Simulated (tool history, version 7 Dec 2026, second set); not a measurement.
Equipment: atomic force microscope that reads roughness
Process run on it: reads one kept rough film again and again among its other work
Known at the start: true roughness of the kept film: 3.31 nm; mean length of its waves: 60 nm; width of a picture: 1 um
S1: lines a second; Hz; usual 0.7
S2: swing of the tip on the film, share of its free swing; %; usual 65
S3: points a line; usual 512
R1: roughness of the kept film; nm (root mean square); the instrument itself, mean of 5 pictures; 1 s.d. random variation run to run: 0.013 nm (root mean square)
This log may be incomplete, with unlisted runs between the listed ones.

run     day     S1  S2    S3     R1
  1       0    0.7  65   512   3.11
  2     0.9    0.7  65   512  3.096
  3   2.171    0.7  65   512  3.003
  4   2.767    0.7  65   512  2.973
      3.775  -- new tip fitted
  5   3.983    0.7  65   633   3.13
  6   5.196    0.7  65   633  3.058
  7   6.571    0.7  65   552  2.997
      7.533  -- new tip fitted
  8   7.588    0.7  65   552  3.158
  9   8.754    0.7  65   552  3.078
 10  10.075    0.7  65   512  2.999
 11  10.842    0.7  65   512  2.945
     11.283  -- new tip fitted
 12  12.021  0.668  65   512  3.092
 13  13.192  1.339  65   512  2.925
 14    14.3    0.7  58   512  2.988
     15.121  -- new tip fitted
 15  15.625    0.7  58   512   3.13
 16  17.038    0.7  58   512  3.057
 17  17.725    0.7  58   512  3.018
 18  18.654    0.7  65   798  2.929
     18.862  -- new tip fitted
 19  19.492    0.7  65   798  3.086
 20  20.338    0.7  65   798  3.031
 21  21.254  2.345  65   512  2.768
     22.608  -- new tip fitted
 22  22.646  2.345  65   512  2.898
 23  23.408  2.345  65   512  2.879
 24  24.775  2.345  65   512  2.796
 25   26.15  2.345  65   915  2.719
     26.358  -- new tip fitted
 26  27.254  1.145  65   915  2.996
 27  28.612   3.52  72   527  2.444
 28  29.896  1.079  72   527  2.811
     30.108  -- new tip fitted
 29  30.633  1.079  72   527   2.95
 30  31.762  1.622  79   345  2.684
 31  32.529  1.094  71   596  2.858
 32  33.733  3.132  59   544  2.736
      33.85  -- new tip fitted
 33  34.483  3.132  59   544  2.882
 34  35.675  1.662  58   647  2.972
 35  37.004   1.54  65   282  2.826
     37.621  -- new tip fitted
 36  37.762   1.54  78   495  2.794
 37  38.804   1.54  78   286  2.729
 38  40.204  3.903  78   739  2.203
 39  41.138   1.52  67   318  2.784
      41.45  -- new tip fitted
 40  42.029  0.788  67   904   3.06
 41  43.408  0.788  82   525  2.862
 42  44.012  0.788  82   525  2.815
     45.288  -- new tip fitted
 43  45.346  1.509  68   869   2.98
 44  46.625  1.509  56   542   3.03
 45  47.738  2.306  65   849   2.79
 46  48.771  0.542  65  1013  2.976
     49.079  -- new tip fitted
 47  49.958   1.84  88   426  2.432
 48  50.671  0.565  84   420  2.916
 49  51.983  0.565  84   420  2.858
     52.875  -- new tip fitted
 50  53.067  0.565  84   420   2.98
 51  54.408  1.015  69   512  2.949
 52  55.146  1.366  73   420  2.786

Below are 4 alternative next runs, each starting from the tool's condition after run 52. Predict each:
  A  55.838  1.366  74  420   ?
  B  55.838  1.118  82  512   ?
  C  55.838    0.7  88  603   ?
  D  55.838  1.929  65  333   ?

run     R1
  A  2.751
  B  2.695
  C  2.745
  D  2.761
With no hidden state in the tool, these same runs would have given:
run     R1
  A  2.915
  B  2.856
  C  2.909
  D  2.926
